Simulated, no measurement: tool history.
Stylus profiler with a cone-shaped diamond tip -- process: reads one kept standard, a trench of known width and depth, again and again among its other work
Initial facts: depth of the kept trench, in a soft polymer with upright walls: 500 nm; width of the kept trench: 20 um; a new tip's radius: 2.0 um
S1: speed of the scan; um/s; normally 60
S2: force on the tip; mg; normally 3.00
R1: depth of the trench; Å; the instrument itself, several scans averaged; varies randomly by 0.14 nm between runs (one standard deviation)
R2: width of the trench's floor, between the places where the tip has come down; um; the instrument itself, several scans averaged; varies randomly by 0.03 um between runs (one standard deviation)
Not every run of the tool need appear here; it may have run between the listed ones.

run    hour   S1    S2      R1     R2
  1     0.0   60  3.00  5109.9  16.14
  2    40.6   60  3.00  5109.6  16.16
  3   101.4  193  3.00  5110.9  15.87
  4   163.9   54  3.00  5110.8  16.09
  5   219.8   54  3.00  5112.7  16.03
  6   278.9   54  3.00  5109.6  16.07
  7   318.5   60  3.00  5112.6  16.00
  8   372.5   60  3.00  5113.5  16.03
  9   444.4   60  3.00  5115.8  15.99
 10   504.5   60  3.00  5117.5  15.97
 11   584.4   60  3.00  5116.0  15.86
 12   633.4   60  3.00  5119.1  15.88
 13   702.6   60  3.00  5119.9  15.89
 14   775.3   60  3.00  5117.9  15.85
 15   823.7   60  3.00  5118.0  15.85
 16   904.9   60  3.00  5120.0  15.65
 17   975.0   60  2.91  5119.8  15.68
 18  1009.6   60  3.00  5122.6  15.76
 19  1068.0   60  3.00  5122.9  15.68
 20  1141.7   60  3.00  5125.5  15.65
 21  1199.3   60  3.00  5086.1  17.20
 22  1255.2   60  3.00  5086.7  17.17
 23  1306.6   50  3.00  5086.7  17.21
 24  1368.4   50  3.00  5087.3  17.12
 25  1436.6  235  3.21  5091.5  16.77
 26  1472.2   47  7.61  5161.8  17.10
 27  1545.7  107  1.53  5058.8  16.81
 28  1600.4   86  2.91  5087.5  16.88
 29  1651.0   86  2.91  5086.9  16.93
 30  1709.3   86  2.91  5092.8  16.77
 31  1775.8   60  1.25  5059.9  16.78
 32  1826.5   60  1.25  5060.0  16.75
 33  1906.2   60  1.25  5046.5  16.66
 34  1980.5   60  1.25  5048.5  16.68
 35  2056.0  151  2.79  5081.4  16.47
 36  2102.5   48  1.04  5043.9  16.61
 37  2146.0   35  6.07  5136.1  16.65
 38  2198.4   30  4.76  5115.5  16.61
 39  2241.7   30  4.76  5119.6  16.66
 40  2286.0   30  4.76  5121.0  16.54
 41  2348.2   60  2.01  5070.4  16.50
 42  2398.6  199  1.46  5058.5  16.10
 43  2450.4   19  1.36  5057.2  16.49
 44  2496.8   19  1.36  5060.2  16.49
 45  2574.0   38  1.64  5065.6  16.37

Between the runs listed above, the log contained 3 entries, not reproduced here. Where in the sequence does each belong, and how does what the log doesn't record of the tool's condition differ from the listed run before to the listed run after?
Runs 20 to 21: new tip fitted, height scale calibrated (hour 1168.0)
  radius of the tip, um: 4.78 -> 2.07; height scale over the true one, %: 0.806 -> 0.065
  what was measured, less what the result would be without the hidden state, R1: +40.9 -> +3.3 Å; R2: -1.62 -> -0.05 um
Runs 29 to 30: height scale calibrated on a step standard (hour 1655.6)
  radius of the tip, um: 2.49 -> 2.54; height scale over the true one, %: 0.175 -> 0.239
  what was measured, less what the result would be without the hidden state, R1: +8.9 -> +12.2 Å; R2: -0.35 -> -0.38 um
Runs 32 to 33: height scale calibrated on a step standard, once more (hour 1838.0)
  radius of the tip, um: 2.65 -> 2.72; height scale over the true one, %: 0.268 -> 0.049
  what was measured, less what the result would be without the hidden state, R1: +13.5 -> +2.4 Å; R2: -0.45 -> -0.50 um
